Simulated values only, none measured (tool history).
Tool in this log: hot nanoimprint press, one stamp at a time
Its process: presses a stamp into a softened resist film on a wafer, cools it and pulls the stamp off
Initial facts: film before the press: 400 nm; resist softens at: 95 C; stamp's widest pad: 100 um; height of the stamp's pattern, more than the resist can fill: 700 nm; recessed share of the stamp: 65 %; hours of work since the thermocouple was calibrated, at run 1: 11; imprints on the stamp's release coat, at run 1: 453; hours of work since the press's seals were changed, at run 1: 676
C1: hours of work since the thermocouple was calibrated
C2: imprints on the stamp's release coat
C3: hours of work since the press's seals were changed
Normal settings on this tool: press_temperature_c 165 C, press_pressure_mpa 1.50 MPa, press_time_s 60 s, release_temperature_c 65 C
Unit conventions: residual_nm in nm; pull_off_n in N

{"run": 1, "hour": 0.0, "press_temperature_c": 165, "press_pressure_mpa": 1.5, "press_time_s": 60, "release_temperature_c": 65, "C1": 11, "C2": 453, "C3": 676, "residual_nm": 157.1, "pull_off_n": 253}
{"run": 2, "hour": 63.4, "press_temperature_c": 165, "press_pressure_mpa": 1.5, "press_time_s": 60, "release_temperature_c": 65, "C1": 40, "C2": 600, "C3": 706, "residual_nm": 156.0, "pull_off_n": 267}
{"run": 3, "hour": 97.5, "press_temperature_c": 165, "press_pressure_mpa": 1.5, "press_time_s": 60, "release_temperature_c": 65, "C1": 56, "C2": 679, "C3": 722, "residual_nm": 155.7, "pull_off_n": 280}
{"run": 4, "hour": 133.9, "press_temperature_c": 165, "press_pressure_mpa": 1.5, "press_time_s": 60, "release_temperature_c": 65, "C1": 73, "C2": 763, "C3": 739, "residual_nm": 155.6, "pull_off_n": 283}
{"run": 5, "hour": 182.0, "press_temperature_c": 165, "press_pressure_mpa": 1.5, "press_time_s": 60, "release_temperature_c": 65, "C1": 95, "C2": 874, "C3": 761, "residual_nm": 155.5, "pull_off_n": 300}
{"hour": 191.6, "done": "stamp cleaned and given a new release coat"}
{"run": 6, "hour": 255.2, "press_temperature_c": 165, "press_pressure_mpa": 1.5, "press_time_s": 60, "release_temperature_c": 65, "C1": 127, "C2": 147, "C3": 792, "residual_nm": 154.5, "pull_off_n": 237}
{"run": 7, "hour": 283.3, "press_temperature_c": 165, "press_pressure_mpa": 1.5, "press_time_s": 60, "release_temperature_c": 65, "C1": 140, "C2": 212, "C3": 805, "residual_nm": 154.8, "pull_off_n": 246}
{"run": 8, "hour": 334.1, "press_temperature_c": 165, "press_pressure_mpa": 1.5, "press_time_s": 60, "release_temperature_c": 65, "C1": 163, "C2": 330, "C3": 829, "residual_nm": 153.2, "pull_off_n": 251}
{"run": 9, "hour": 363.7, "press_temperature_c": 165, "press_pressure_mpa": 1.5, "press_time_s": 60, "release_temperature_c": 65, "C1": 177, "C2": 398, "C3": 843, "residual_nm": 152.5, "pull_off_n": 249}
{"run": 10, "hour": 416.3, "press_temperature_c": 165, "press_pressure_mpa": 1.5, "press_time_s": 60, "release_temperature_c": 65, "C1": 202, "C2": 520, "C3": 867, "residual_nm": 152.8, "pull_off_n": 264}
{"run": 11, "hour": 450.7, "press_temperature_c": 165, "press_pressure_mpa": 1.5, "press_time_s": 60, "release_temperature_c": 65, "C1": 218, "C2": 600, "C3": 883, "residual_nm": 152.3, "pull_off_n": 269}
{"run": 12, "hour": 516.0, "press_temperature_c": 165, "press_pressure_mpa": 1.5, "press_time_s": 58, "release_temperature_c": 65, "C1": 248, "C2": 751, "C3": 913, "residual_nm": 154.2, "pull_off_n": 277}
{"run": 13, "hour": 558.0, "press_temperature_c": 165, "press_pressure_mpa": 1.5, "press_time_s": 58, "release_temperature_c": 65, "C1": 267, "C2": 848, "C3": 933, "residual_nm": 154.0, "pull_off_n": 294}
{"hour": 575.6, "done": "stamp cleaned and given a new release coat"}
{"run": 14, "hour": 595.1, "press_temperature_c": 165, "press_pressure_mpa": 1.5, "press_time_s": 58, "release_temperature_c": 65, "C1": 282, "C2": 45, "C3": 947, "residual_nm": 154.2, "pull_off_n": 226}
{"run": 15, "hour": 656.4, "press_temperature_c": 165, "press_pressure_mpa": 1.68, "press_time_s": 41, "release_temperature_c": 57, "C1": 310, "C2": 187, "C3": 976, "residual_nm": 168.1, "pull_off_n": 261}
{"hour": 663.2, "done": "plate thermocouple calibrated"}
{"run": 16, "hour": 723.6, "press_temperature_c": 169, "press_pressure_mpa": 1.32, "press_time_s": 86, "release_temperature_c": 57, "C1": 28, "C2": 336, "C3": 1006, "residual_nm": 113.8, "pull_off_n": 280}
{"run": 17, "hour": 789.8, "press_temperature_c": 169, "press_pressure_mpa": 1.32, "press_time_s": 86, "release_temperature_c": 57, "C1": 59, "C2": 489, "C3": 1037, "residual_nm": 113.0, "pull_off_n": 291}
{"run": 18, "hour": 828.8, "press_temperature_c": 169, "press_pressure_mpa": 1.32, "press_time_s": 86, "release_temperature_c": 57, "C1": 77, "C2": 579, "C3": 1055, "residual_nm": 113.4, "pull_off_n": 304}
{"run": 19, "hour": 874.5, "press_temperature_c": 171, "press_pressure_mpa": 1.78, "press_time_s": 60, "release_temperature_c": 65, "C1": 98, "C2": 685, "C3": 1076, "residual_nm": 107.1, "pull_off_n": 282}
{"run": 20, "hour": 917.0, "press_temperature_c": 170, "press_pressure_mpa": 2.31, "press_time_s": 39, "release_temperature_c": 60, "C1": 118, "C2": 783, "C3": 1096, "residual_nm": 120.2, "pull_off_n": 307}
{"hour": 923.2, "done": "plate thermocouple calibrated, once more"}
{"hour": 968.0, "done": "stamp cleaned and given a new release coat"}
{"run": 21, "hour": 986.6, "press_temperature_c": 170, "press_pressure_mpa": 2.31, "press_time_s": 39, "release_temperature_c": 60, "C1": 27, "C2": 43, "C3": 1124, "residual_nm": 128.7, "pull_off_n": 242}
{"run": 22, "hour": 1036.2, "press_temperature_c": 157, "press_pressure_mpa": 2.31, "press_time_s": 39, "release_temperature_c": 60, "C1": 50, "C2": 158, "C3": 1147, "residual_nm": 219.9, "pull_off_n": 260}
{"run": 23, "hour": 1079.2, "press_temperature_c": 157, "press_pressure_mpa": 2.31, "press_time_s": 39, "release_temperature_c": 60, "C1": 70, "C2": 257, "C3": 1167, "residual_nm": 220.2, "pull_off_n": 263}
{"run": 24, "hour": 1120.8, "press_temperature_c": 157, "press_pressure_mpa": 2.31, "press_time_s": 39, "release_temperature_c": 60, "C1": 89, "C2": 353, "C3": 1186, "residual_nm": 218.2, "pull_off_n": 279}
{"run": 25, "hour": 1173.5, "press_temperature_c": 176, "press_pressure_mpa": 1.95, "press_time_s": 39, "release_temperature_c": 60, "C1": 114, "C2": 475, "C3": 1211, "residual_nm": 108.0, "pull_off_n": 280}
{"run": 26, "hour": 1201.4, "press_temperature_c": 176, "press_pressure_mpa": 1.95, "press_time_s": 39, "release_temperature_c": 60, "C1": 126, "C2": 540, "C3": 1224, "residual_nm": 107.6, "pull_off_n": 292}

How would selected steps in residual_nm from run to run divide? Give the signed amount a tool lacking its hidden state would still show from settings, what came in and random variation, and the signed amount left for the hidden state, including any gauge scatter that is not in both of the compared results.
The tool's hidden condition here consists of: true temperature over the reading, C; pressure that arrives at the usual setting, %; grip of the stamp's worn release coat, % over a new coat's; drift of the gauge itself on residual_nm, %; drift of the gauge itself on pull_off_n, %.
Run 20 -> 21: plate thermocouple calibrated, once more, stamp cleaned and given a new release coat. residual_nm +8.5 nm: hidden state +8.2, all else +0.3.
Run 21 -> 22: press_temperature_c 170 -> 157. residual_nm +91.2 nm: hidden state +1.2, all else +90.0.
Run 24 -> 25: press_temperature_c 157 -> 176, press_pressure_mpa 2.31 -> 1.95. residual_nm -110.2 nm: hidden state -2.8, all else -107.4.
